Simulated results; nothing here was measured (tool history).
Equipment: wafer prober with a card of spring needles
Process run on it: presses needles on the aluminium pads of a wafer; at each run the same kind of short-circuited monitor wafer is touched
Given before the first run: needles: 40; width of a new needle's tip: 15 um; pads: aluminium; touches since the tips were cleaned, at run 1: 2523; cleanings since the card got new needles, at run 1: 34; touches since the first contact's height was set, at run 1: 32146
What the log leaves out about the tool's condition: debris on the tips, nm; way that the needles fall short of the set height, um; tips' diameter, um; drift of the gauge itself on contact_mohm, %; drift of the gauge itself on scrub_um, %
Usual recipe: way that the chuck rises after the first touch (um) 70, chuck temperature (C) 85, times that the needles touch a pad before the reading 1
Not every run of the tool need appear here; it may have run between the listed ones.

| run | hour | way that the chuck rises after the first touch (um) | chuck temperature (C) | times that the needles touch a pad before the reading | touches since the tips were cleaned | cleanings since the card got new needles | touches since the first contact's height was set | resistance of one needle with its contact and lead (mohm) | way that a needle slides on the pad (um) |
|---|---|---|---|---|---|---|---|---|---|
| 1 | 0.0 | 70 | 85 | 1 | 2523 | 34 | 32146 | 223 | 12.68 |
|  | 1.7 | tips cleaned on abrasive film |
| 2 | 7.0 | 70 | 85 | 1 | 2268 | 35 | 35086 | 223 | 12.68 |
|  | 8.8 | tips cleaned on abrasive film |
|  | 15.6 | tips cleaned on abrasive film |
| 3 | 15.6 | 58 | 85 | 1 | 0 | 37 | 38631 | 228 | 10.51 |
|  | 22.2 | tips cleaned on abrasive film |
| 4 | 27.0 | 70 | 85 | 1 | 2038 | 38 | 43430 | 221 | 12.69 |
|  | 29.0 | tips cleaned on abrasive film |
| 5 | 33.6 | 70 | 85 | 1 | 1940 | 39 | 46192 | 231 | 12.69 |
|  | 36.3 | tips cleaned on abrasive film |
|  | 43.1 | tips cleaned on abrasive film |
| 6 | 44.3 | 70 | 85 | 1 | 491 | 41 | 50626 | 225 | 12.67 |
|  | 50.0 | tips cleaned on abrasive film |
| 7 | 50.3 | 70 | 85 | 1 | 146 | 42 | 53159 | 222 | 12.67 |
|  | 56.6 | tips cleaned on abrasive film |
| 8 | 58.1 | 70 | 85 | 1 | 634 | 43 | 56417 | 225 | 12.67 |
| 9 | 62.9 | 70 | 85 | 3 | 2680 | 43 | 58463 | 224 | 12.67 |
|  | 64.0 | tips cleaned on abrasive film |
|  | 71.0 | tips cleaned on abrasive film |
| 10 | 74.4 | 57 | 85 | 1 | 1439 | 45 | 63246 | 228 | 10.33 |
|  | 78.1 | tips cleaned on abrasive film |
| 11 | 80.6 | 70 | 61 | 1 | 1087 | 46 | 65846 | 216 | 12.67 |
|  | 85.6 | tips cleaned on abrasive film |
| 12 | 90.2 | 70 | 61 | 1 | 1974 | 47 | 69864 | 216 | 12.70 |
|  | 92.7 | tips cleaned on abrasive film |
| 13 | 95.7 | 70 | 61 | 1 | 1233 | 48 | 72133 | 218 | 12.67 |
|  | 97.5 | height of the first contact set anew |
|  | 99.7 | tips cleaned on abrasive film |
|  | 106.6 | tips cleaned on abrasive film |
| 14 | 107.7 | 70 | 61 | 1 | 441 | 50 | 4245 | 220 | 12.67 |
|  | 113.4 | tips cleaned on abrasive film |
| 15 | 118.3 | 70 | 61 | 1 | 2090 | 51 | 8698 | 221 | 12.66 |
|  | 120.2 | tips cleaned on abrasive film |
|  | 127.2 | tips cleaned on abrasive film |
| 16 | 129.5 | 70 | 61 | 1 | 963 | 53 | 13370 | 218 | 12.71 |
|  | 134.3 | tips cleaned on abrasive film |
| 17 | 136.5 | 70 | 50 | 1 | 932 | 54 | 16296 | 215 | 12.68 |
|  | 141.1 | tips cleaned on abrasive film |
| 18 | 147.4 | 70 | 50 | 1 | 2701 | 55 | 20895 | 219 | 12.69 |
|  | 148.1 | tips cleaned on abrasive film |
| 19 | 153.9 | 70 | 50 | 1 | 2431 | 56 | 23581 | 214 | 12.65 |
|  | 154.9 | tips cleaned on abrasive film |
| 20 | 160.8 | 50 | 35 | 2 | 2467 | 57 | 26464 | 221 | 9.06 |
|  | 162.0 | tips cleaned on abrasive film |
| 21 | 167.4 | 52 | 34 | 1 | 2306 | 58 | 29236 | 218 | 9.43 |
|  | 169.4 | tips cleaned on abrasive film |
|  | 176.0 | tips cleaned on abrasive film |
| 22 | 179.1 | 70 | 26 | 1 | 1290 | 60 | 34101 | 210 | 12.67 |
|  | 183.0 | tips cleaned on abrasive film |
| 23 | 185.5 | 51 | 51 | 1 | 1075 | 61 | 36803 | 223 | 9.25 |
|  | 189.8 | tips cleaned on abrasive film |
| 24 | 195.5 | 83 | 89 | 1 | 2412 | 62 | 40978 | 220 | 15.02 |
|  | 196.6 | tips cleaned on abrasive film |
|  | 203.8 | tips cleaned on abrasive film |
| 25 | 204.3 | 83 | 89 | 1 | 239 | 64 | 44650 | 219 | 15.01 |
|  | 210.7 | tips cleaned on abrasive film |
| 26 | 210.7 | 83 | 89 | 1 | 0 | 65 | 47293 | 221 | 15.04 |
|  | 217.8 | tips cleaned on abrasive film |
| 27 | 221.1 | 70 | 85 | 2 | 1398 | 66 | 51667 | 221 | 12.65 |
|  | 225.0 | tips cleaned on abrasive film |
| 28 | 231.3 | 70 | 85 | 2 | 2661 | 67 | 55976 | 224 | 12.67 |
|  | 232.3 | tips cleaned on abrasive film |
| 29 | 238.5 | 70 | 85 | 2 | 2617 | 68 | 58977 | 225 | 12.69 |
|  | 239.1 | tips cleaned on abrasive film |
|  | 245.7 | tips cleaned on abrasive film |
| 30 | 245.7 | 79 | 36 | 2 | 0 | 70 | 61963 | 206 | 14.31 |
|  | 252.8 | tips cleaned on abrasive film |
| 31 | 257.4 | 79 | 36 | 2 | 1935 | 71 | 66869 | 209 | 14.34 |
|  | 259.5 | tips cleaned on abrasive film |
| 32 | 263.9 | 84 | 49 | 2 | 1890 | 72 | 69588 | 211 | 15.19 |

Branching from run 32: 4 alternative next runs. What would each branch give?
|  | 266.4 | tips cleaned on abrasive film |
| A | 269.1 | 70 | 28 | 2 | 1155 | 73 | 71757 | ? | ? |
|  | 266.4 | tips cleaned on abrasive film |
| B | 269.1 | 84 | 49 | 2 | 1155 | 73 | 71757 | ? | ? |
|  | 266.4 | tips cleaned on abrasive film |
| C | 269.1 | 79 | 64 | 1 | 1155 | 73 | 71757 | ? | ? |
|  | 266.4 | tips cleaned on abrasive film |
| D | 269.1 | 65 | 52 | 1 | 1155 | 73 | 71757 | ? | ? |

| run | resistance of one needle with its contact and lead (mohm) | way that a needle slides on the pad (um) |
|---|---|---|
| A | 213 | 12.67 |
| B | 212 | 15.20 |
| C | 221 | 14.30 |
| D | 218 | 11.77 |
Take away the tool's hidden state, keep each run's random variation, and the runs would have read:
| run | resistance of one needle with its contact and lead (mohm) | way that a needle slides on the pad (um) |
|---|---|---|
| A | 212 | 12.67 |
| B | 212 | 15.21 |
| C | 220 | 14.30 |
| D | 218 | 11.77 |
